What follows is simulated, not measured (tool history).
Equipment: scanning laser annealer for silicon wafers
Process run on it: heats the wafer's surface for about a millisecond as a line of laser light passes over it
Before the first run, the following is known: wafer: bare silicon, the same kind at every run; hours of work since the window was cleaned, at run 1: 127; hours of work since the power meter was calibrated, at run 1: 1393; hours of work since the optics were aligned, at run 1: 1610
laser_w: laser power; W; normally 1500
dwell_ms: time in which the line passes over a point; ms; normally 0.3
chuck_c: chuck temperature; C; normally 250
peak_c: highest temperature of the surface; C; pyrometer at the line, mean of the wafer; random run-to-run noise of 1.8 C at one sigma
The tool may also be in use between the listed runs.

run    hour  laser_w  dwell_ms  chuck_c  hours of work since the window was cleaned  hours of work since the power meter was calibrated  hours of work since the optics were aligned  peak_c
  1       0     1500       0.3      250                                         127                                                1393                                         1610    1019
  2    77.8     1500       0.3      250                                         168                                                1434                                         1651    1017
  3   142.4     1500       0.3      250                                         202                                                1468                                         1685    1015
  4   180.7     1500     0.238      250                                         222                                                1488                                         1705     920
  5   244.5     1500       0.3      250                                         255                                                1521                                         1738    1009
  6   321.2     1500       0.3      276                                         295                                                1561                                         1778    1032
  7   381.8     1500       0.3      276                                         327                                                1593                                         1810    1030
      408.7  -- optics aligned, line set to its width
  8   462.7     1500       0.3      276                                         366                                                1632                                           28    1046
  9   523.8     1500     0.217      250                                         398                                                1664                                           60     894
 10   572.1     1500     0.217      250                                         424                                                1690                                           85     894
 11   608.6     1500       0.3      278                                         443                                                1709                                          104    1043
 12   646.2     1500       0.3      278                                         462                                                1728                                          124    1036
 13   681.6     1500       0.3      250                                         481                                                1747                                          143    1011
      732.4  -- window over the wafer cleaned
 14   736.8     1500       0.3      250                                           2                                                1775                                          170    1036
 15   791.2     1500       0.3      250                                          31                                                1803                                          199    1036
      800.6  -- laser's power meter calibrated
 16   866.2     1500       0.3      250                                          68                                                  34                                          236    1027
 17     899     1500       0.3      250                                          86                                                  51                                          254    1028
 18   932.1     1500       0.3      250                                         103                                                  69                                          271    1024
      946.8  -- laser's power meter calibrated, once more
 19   967.1     1500       0.3      250                                         120                                                  11                                          288    1043
 20  1034.8     1552       0.3      278                                         155                                                  46                                          323    1097
 21  1068.9     1389     0.314      218                                         173                                                  64                                          341     956
 22  1113.5     1294     0.325      218                                         196                                                  87                                          364     907
 23  1161.5     1294     0.325      218                                         221                                                 112                                          389     909
 24  1198.2     1350       0.3      250                                         240                                                 131                                          408     946

What will run 25 give?
 25  1231.2     1350       0.3      250                                         258                                                 149                                          426       ?

peak_c: 944 C
With the hidden condition absent and the run-to-run variation left alone, this run would have shown peak_c 965 C.
